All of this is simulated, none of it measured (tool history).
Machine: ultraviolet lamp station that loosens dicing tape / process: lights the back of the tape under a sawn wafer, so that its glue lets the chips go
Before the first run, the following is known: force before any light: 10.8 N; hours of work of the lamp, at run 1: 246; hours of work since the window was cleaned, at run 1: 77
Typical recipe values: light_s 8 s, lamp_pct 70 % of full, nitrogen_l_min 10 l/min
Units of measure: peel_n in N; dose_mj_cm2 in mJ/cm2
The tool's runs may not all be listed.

| run | hour | light_s | lamp_pct | nitrogen_l_min | hours of work of the lamp | hours of work since the window was cleaned | peel_n | dose_mj_cm2 |
|---|---|---|---|---|---|---|---|---|
| 1 | 0 | 8 | 70 | 10 | 246 | 77 | 0.669 | 262 |
| 2 | 15 | 8 | 70 | 10 | 252 | 83 | 0.648 | 264 |
| 3 | 33.5 | 8 | 70 | 10 | 260 | 90 | 0.655 | 260 |
| 4 | 46.9 | 8 | 79 | 10 | 265 | 96 | 0.509 | 294 |
| 5 | 69.7 | 8 | 70 | 10 | 274 | 105 | 0.671 | 261 |
| 6 | 92.1 | 8 | 70 | 10 | 283 | 114 | 0.669 | 263 |
| 7 | 116.1 | 9 | 70 | 11 | 293 | 124 | 0.468 | 298 |
| 8 | 135.9 | 16 | 64 | 5 | 301 | 132 | 0.261 | 479 |
| 9 | 152.6 | 10 | 86 | 16 | 308 | 139 | 0.208 | 409 |
| 10 | 171.8 | 6 | 86 | 5 | 316 | 147 | 1.226 | 240 |

Predict each of these 4 candidate next runs independently; none follows another, all start after run 10:
| A | 194.8 | 6 | 78 | 5 | 325 | 156 | ? | ? |
| B | 194.8 | 6 | 86 | 5 | 325 | 156 | ? | ? |
| C | 194.8 | 8 | 94 | 10 | 325 | 156 | ? | ? |
| D | 194.8 | 13 | 97 | 10 | 325 | 156 | ? | ? |

| run | peel_n | dose_mj_cm2 |
|---|---|---|
| A | 1.406 | 218 |
| B | 1.185 | 240 |
| C | 0.338 | 351 |
| D | 0.168 | 592 |
What these runs would have given with no unlogged condition in the tool:
| run | peel_n | dose_mj_cm2 |
|---|---|---|
| A | 1.401 | 219 |
| B | 1.18 | 241 |
| C | 0.337 | 351 |
| D | 0.167 | 593 |
